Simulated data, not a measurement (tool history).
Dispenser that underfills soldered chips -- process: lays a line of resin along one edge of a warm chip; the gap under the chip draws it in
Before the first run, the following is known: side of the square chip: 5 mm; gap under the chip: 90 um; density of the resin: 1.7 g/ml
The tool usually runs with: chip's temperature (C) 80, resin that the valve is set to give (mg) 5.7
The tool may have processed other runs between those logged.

run    day  chip's temperature (C)  resin that the valve is set to give (mg)  time until the resin shows at the far edge (s)  resin that the valve gave (mg)
  1      0                      80                                       5.7                                            18.9                            5.59
  2  0.096                      80                                       5.7                                            19.6                            5.59
     0.125  -- new syringe of resin
  3    0.3                      80                                      7.32                                            18.4                            7.17
  4  0.417                      82                                       5.7                                            18.4                            5.59
     0.458  -- new syringe of resin
  5  0.546                      82                                       5.7                                            16.2                            5.57
  6  0.725                      82                                       5.7                                            18.2                            5.56
     0.783  -- new syringe of resin
  7  0.854                      82                                      4.95                                            16.1                             4.8
  8  0.996                      82                                      5.23                                            17.1                             5.1
  9  1.088                      82                                      5.23                                              18                            5.07
     1.112  -- new syringe of resin
 10  1.279                      82                                      5.23                                            17.1                            5.08
 11  1.371                      89                                      6.79                                            12.9                            6.55
     1.446  -- new syringe of resin
 12  1.546                      89                                      6.79                                            11.3                            6.55
 13    1.7                      66                                      6.77                                            40.5                            6.52
     1.775  -- new syringe of resin
 14  1.817                      71                                      5.93                                            27.1                             5.7
 15  1.946                      65                                      5.73                                              40                            5.52
       2.1  -- new syringe of resin
     2.154  -- dispensing valve cleaned and set on the balance
 16  2.167                      80                                      6.05                                            16.3                            6.04
 17  2.338                      75                                      5.45                                            24.1                            5.48
     2.479  -- new syringe of resin
 18  2.521                      66                                      7.37                                            36.7                            7.34

Below, each run's measurement less what the same run would have read without the hidden state. Both values contain the same run-to-run variation, but the gauge's scatter may not be the same in both:
Hidden conditions of the tool in this case: resin's viscosity, % of fresh resin's; dose that the valve gives, % of what is set; true chip temperature over the reading, C; drift of the gauge itself on fill_s, %; drift of the gauge itself on given_mg, %.
run  time until the resin shows at the far edge (s)  resin that the valve gave (mg)
  1                                            +2.2                            -0.1
  2                                            +3.2                            -0.1
  3                                              +2                           -0.15
  4                                            +3.1                           -0.12
  5                                            +1.1                           -0.13
  6                                            +2.9                           -0.15
  7                                            +0.7                           -0.13
  8                                            +2.1                           -0.14
  9                                              +3                           -0.15
 10                                              +2                           -0.16
 11                                              +2                           -0.22
 12                                              +1                           -0.22
 13                                            +6.8                           -0.24
 14                                            +1.4                           -0.22
 15                                            +4.8                           -0.22
 16                                            +0.3                              +0
 17                                            +2.8                              +0
 18                                            +2.1                           -0.03
